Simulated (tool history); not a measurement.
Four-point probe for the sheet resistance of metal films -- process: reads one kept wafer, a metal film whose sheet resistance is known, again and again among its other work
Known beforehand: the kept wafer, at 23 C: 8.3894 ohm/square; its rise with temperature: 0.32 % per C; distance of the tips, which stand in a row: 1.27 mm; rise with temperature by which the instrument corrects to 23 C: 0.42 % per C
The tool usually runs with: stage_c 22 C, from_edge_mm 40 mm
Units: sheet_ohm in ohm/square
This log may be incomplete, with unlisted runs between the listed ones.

run     day  stage_c  from_edge_mm  sheet_ohm
  1   0.000       22            40   8.456349
  2   1.162       22            40   8.456797
  3   3.004       21            40   8.465731
  4   4.100       22            40   8.460725
  5   5.238       26            40   8.431256
  6   6.404       22            43   8.460895
  7   7.779       22            43   8.459824
  8   8.738       22            43   8.462729
  9  10.996       22            43   8.459989
 10  12.692       22            43   8.461913
 11  13.912       22            40   8.463499
 12  15.917       22             4   8.895011
 13  17.567       22            40   8.462355
 14  19.383       22            40   8.459178
 15  20.650       22            40   8.456828
 16  22.750       22            40   8.457005
 17  23.975       22            40   8.460308
 18  25.433       22             7   8.602142
 19  26.662       22             7   8.602187
 20  27.712       26            12   8.472548
 21  29.688       24            14   8.475847
 22  31.671       25             3   9.169732
 23  33.238       29            10   8.474765
 24  34.767       28             9   8.500004
 25  35.767       25             4   8.865392
 26  36.967       32            41   8.386334
 27  39.033       30             4   8.826763

The log once held 2 entries between its listed runs, left out of this copy. Where does each go, and what is different about the tool's unlogged condition between the listed run before it and the listed run after it?
After run 11, before run 12: stage's thermometer calibrated (day 14.138)
  inner tips' distance over the nominal, %: 0.592 -> 0.596; tips' flats over new ones', %: 42 -> 43; wafer's true temperature over the reading, C: 0.26 -> 0.34
  what was measured, less what the result would be without the hidden state, sheet_ohm: +0.061041 -> +0.066481 ohm/square
After run 13, before run 14: stage's thermometer calibrated, once more (day 18.229)
  inner tips' distance over the nominal, %: 0.599 -> 0.603; tips' flats over new ones', %: 44 -> 45; wafer's true temperature over the reading, C: 0.35 -> 0.03
  what was measured, less what the result would be without the hidden state, sheet_ohm: +0.063991 -> +0.055779 ohm/square
